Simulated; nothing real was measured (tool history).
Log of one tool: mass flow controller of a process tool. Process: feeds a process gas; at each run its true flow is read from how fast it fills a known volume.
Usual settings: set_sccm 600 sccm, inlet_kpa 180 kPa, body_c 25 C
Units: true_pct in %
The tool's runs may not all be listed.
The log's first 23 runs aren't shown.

run 24 day=356.842 | set_sccm=600 inlet_kpa=209 body_c=21 | true_pct=102.38
run 25 day=380.583 | set_sccm=123 inlet_kpa=184 body_c=27 | true_pct=101.34
run 26 day=397.142 | set_sccm=123 inlet_kpa=213 body_c=26 | true_pct=101.6
run 27 day=415.125 | set_sccm=123 inlet_kpa=213 body_c=26 | true_pct=101.89
run 28 day=432.921 | set_sccm=871 inlet_kpa=167 body_c=26 | true_pct=102.04
run 29 day=443.988 | set_sccm=233 inlet_kpa=278 body_c=23 | true_pct=102.65
run 30 day=466.692 | set_sccm=600 inlet_kpa=195 body_c=27 | true_pct=102.15
-- day=468.392 gauge calibrated
run 31 day=491.271 | set_sccm=630 inlet_kpa=195 body_c=27 | true_pct=99.72
run 32 day=513.983 | set_sccm=142 inlet_kpa=205 body_c=25 | true_pct=99.75
run 33 day=528.95 | set_sccm=169 inlet_kpa=144 body_c=24 | true_pct=99.67
run 34 day=551.775 | set_sccm=535 inlet_kpa=149 body_c=27 | true_pct=99.76
run 35 day=568.562 | set_sccm=535 inlet_kpa=243 body_c=37 | true_pct=99.18
-- day=576.525 controller's zero set anew
run 36 day=593.346 | set_sccm=535 inlet_kpa=263 body_c=22 | true_pct=101.12
run 37 day=608.054 | set_sccm=460 inlet_kpa=216 body_c=38 | true_pct=99.06
run 38 day=624.388 | set_sccm=460 inlet_kpa=216 body_c=38 | true_pct=99.22
run 39 day=643.804 | set_sccm=110 inlet_kpa=218 body_c=30 | true_pct=99.95

4 ways to go on from here, each from the tool as it stands after run 39. What would each give?
run A day=666.354 | set_sccm=110 inlet_kpa=218 body_c=40 | true_pct=?
run B day=666.354 | set_sccm=110 inlet_kpa=218 body_c=21 | true_pct=?
run C day=666.354 | set_sccm=851 inlet_kpa=218 body_c=29 | true_pct=?
run D day=666.354 | set_sccm=122 inlet_kpa=218 body_c=32 | true_pct=?

run=A true_pct=98.98
run=B true_pct=101.21
run=C true_pct=100.78
run=D true_pct=99.92
Without the tool's hidden state the same runs would have given:
run=A true_pct=97.85
run=B true_pct=100.06
run=C true_pct=99.62
run=D true_pct=98.79
